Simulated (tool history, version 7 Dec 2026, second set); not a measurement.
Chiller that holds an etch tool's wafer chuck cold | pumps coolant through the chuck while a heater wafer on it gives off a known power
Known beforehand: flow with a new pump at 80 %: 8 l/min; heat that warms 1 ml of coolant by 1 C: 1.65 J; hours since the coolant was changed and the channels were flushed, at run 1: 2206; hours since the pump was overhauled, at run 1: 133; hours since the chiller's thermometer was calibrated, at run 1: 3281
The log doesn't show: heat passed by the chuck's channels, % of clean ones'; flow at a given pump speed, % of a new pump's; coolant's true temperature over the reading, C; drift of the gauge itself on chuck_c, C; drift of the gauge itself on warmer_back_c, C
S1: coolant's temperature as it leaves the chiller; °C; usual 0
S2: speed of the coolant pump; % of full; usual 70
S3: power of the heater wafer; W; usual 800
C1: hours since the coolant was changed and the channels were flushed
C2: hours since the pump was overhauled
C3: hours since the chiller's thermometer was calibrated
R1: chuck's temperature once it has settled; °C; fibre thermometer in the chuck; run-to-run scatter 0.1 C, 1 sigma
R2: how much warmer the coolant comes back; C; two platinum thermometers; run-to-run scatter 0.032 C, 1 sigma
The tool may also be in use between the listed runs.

run   hour  S1  S2   S3    C1   C2    C3    R1    R2
  1    0.0   0  70  800  2206  133  3281  10.1  4.17
  2   24.8   0  70  800  2231  158  3305  10.1  4.14
  3   64.8   0  70  800  2271  198  3345  10.3  4.11
  4  111.4   0  70  550  2317  245  3392   7.1  2.85
  5  156.7   0  70  800  2363  290  3437  10.3  4.22
     162.1  -- chiller's thermometer calibrated
  6  185.1   0  70  800  2390  317    23  10.3  4.12

What will run 7 give?
  7  214.0  -7  68  998  2419  346  52   ?   ?

Run 7 measured R1 6.1 °C, R2 5.33 C.
If the tool had no hidden condition, the same run with the same run-to-run variation would have returned R1 5.0 °C, R2 5.29 C.
